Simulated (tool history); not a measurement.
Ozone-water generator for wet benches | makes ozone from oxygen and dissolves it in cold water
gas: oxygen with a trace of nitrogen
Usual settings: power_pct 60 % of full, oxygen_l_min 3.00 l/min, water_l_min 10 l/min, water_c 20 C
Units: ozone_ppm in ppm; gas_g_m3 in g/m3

run 1 hour=0.0 | power_pct=60 oxygen_l_min=3.00 water_l_min=10 water_c=20 | ozone_ppm=25.3 gas_g_m3=248.1
run 2 hour=74.7 | power_pct=60 oxygen_l_min=3.00 water_l_min=10 water_c=20 | ozone_ppm=24.8 gas_g_m3=246.1
run 3 hour=151.2 | power_pct=60 oxygen_l_min=4.64 water_l_min=10 water_c=20 | ozone_ppm=25.8 gas_g_m3=211.5
run 4 hour=216.3 | power_pct=60 oxygen_l_min=3.00 water_l_min=7 water_c=20 | ozone_ppm=33.1 gas_g_m3=247.0
run 5 hour=364.8 | power_pct=60 oxygen_l_min=3.00 water_l_min=7 water_c=20 | ozone_ppm=32.8 gas_g_m3=249.7
run 6 hour=448.8 | power_pct=60 oxygen_l_min=3.00 water_l_min=7 water_c=20 | ozone_ppm=33.3 gas_g_m3=249.5
run 7 hour=548.9 | power_pct=61 oxygen_l_min=3.00 water_l_min=10 water_c=20 | ozone_ppm=25.4 gas_g_m3=252.4
run 8 hour=620.1 | power_pct=60 oxygen_l_min=3.00 water_l_min=7 water_c=20 | ozone_ppm=33.1 gas_g_m3=247.1
run 9 hour=769.6 | power_pct=60 oxygen_l_min=3.00 water_l_min=7 water_c=20 | ozone_ppm=32.9 gas_g_m3=246.3
run 10 hour=923.5 | power_pct=60 oxygen_l_min=3.00 water_l_min=10 water_c=14 | ozone_ppm=27.5 gas_g_m3=248.6
run 11 hour=991.2 | power_pct=60 oxygen_l_min=3.00 water_l_min=6 water_c=20 | ozone_ppm=36.5 gas_g_m3=249.8
run 12 hour=1118.0 | power_pct=60 oxygen_l_min=3.00 water_l_min=6 water_c=20 | ozone_ppm=36.7 gas_g_m3=246.1
run 13 hour=1215.1 | power_pct=60 oxygen_l_min=4.69 water_l_min=10 water_c=20 | ozone_ppm=26.0 gas_g_m3=210.8
run 14 hour=1344.9 | power_pct=60 oxygen_l_min=3.00 water_l_min=10 water_c=16 | ozone_ppm=26.7 gas_g_m3=245.2
run 15 hour=1440.9 | power_pct=60 oxygen_l_min=3.00 water_l_min=10 water_c=16 | ozone_ppm=26.7 gas_g_m3=247.6
-- hour=1517.4 contactor cleaned
run 16 hour=1595.7 | power_pct=60 oxygen_l_min=3.00 water_l_min=10 water_c=16 | ozone_ppm=26.8 gas_g_m3=250.9
run 17 hour=1745.9 | power_pct=60 oxygen_l_min=2.05 water_l_min=11 water_c=20 | ozone_ppm=21.4 gas_g_m3=284.5
run 18 hour=1893.5 | power_pct=60 oxygen_l_min=2.61 water_l_min=14 water_c=20 | ozone_ppm=17.8 gas_g_m3=258.0
run 19 hour=1960.4 | power_pct=60 oxygen_l_min=2.61 water_l_min=14 water_c=15 | ozone_ppm=18.9 gas_g_m3=262.1
run 20 hour=2103.7 | power_pct=43 oxygen_l_min=3.87 water_l_min=6 water_c=13 | ozone_ppm=35.2 gas_g_m3=188.8
run 21 hour=2206.6 | power_pct=59 oxygen_l_min=3.00 water_l_min=7 water_c=20 | ozone_ppm=32.4 gas_g_m3=245.3
run 22 hour=2298.7 | power_pct=59 oxygen_l_min=3.23 water_l_min=14 water_c=20 | ozone_ppm=18.8 gas_g_m3=237.8
run 23 hour=2365.9 | power_pct=45 oxygen_l_min=3.23 water_l_min=14 water_c=24 | ozone_ppm=14.8 gas_g_m3=205.0
run 24 hour=2448.5 | power_pct=45 oxygen_l_min=3.23 water_l_min=14 water_c=24 | ozone_ppm=15.1 gas_g_m3=206.7

Forecast each of these 3 alternatives for the next run:
run A hour=2514.1 | power_pct=48 oxygen_l_min=2.50 water_l_min=16 water_c=24 | ozone_ppm=? gas_g_m3=?
run B hour=2514.1 | power_pct=62 oxygen_l_min=1.82 water_l_min=10 water_c=13 | ozone_ppm=? gas_g_m3=?
run C hour=2514.1 | power_pct=57 oxygen_l_min=3.23 water_l_min=14 water_c=24 | ozone_ppm=? gas_g_m3=?

run=A ozone_ppm=13.0 gas_g_m3=233.9
run=B ozone_ppm=24.9 gas_g_m3=300.4
run=C ozone_ppm=17.5 gas_g_m3=234.3
Without the tool's hidden state the same runs would have given:
run=A ozone_ppm=13.0 gas_g_m3=234.0
run=B ozone_ppm=25.0 gas_g_m3=300.6
run=C ozone_ppm=17.5 gas_g_m3=234.5
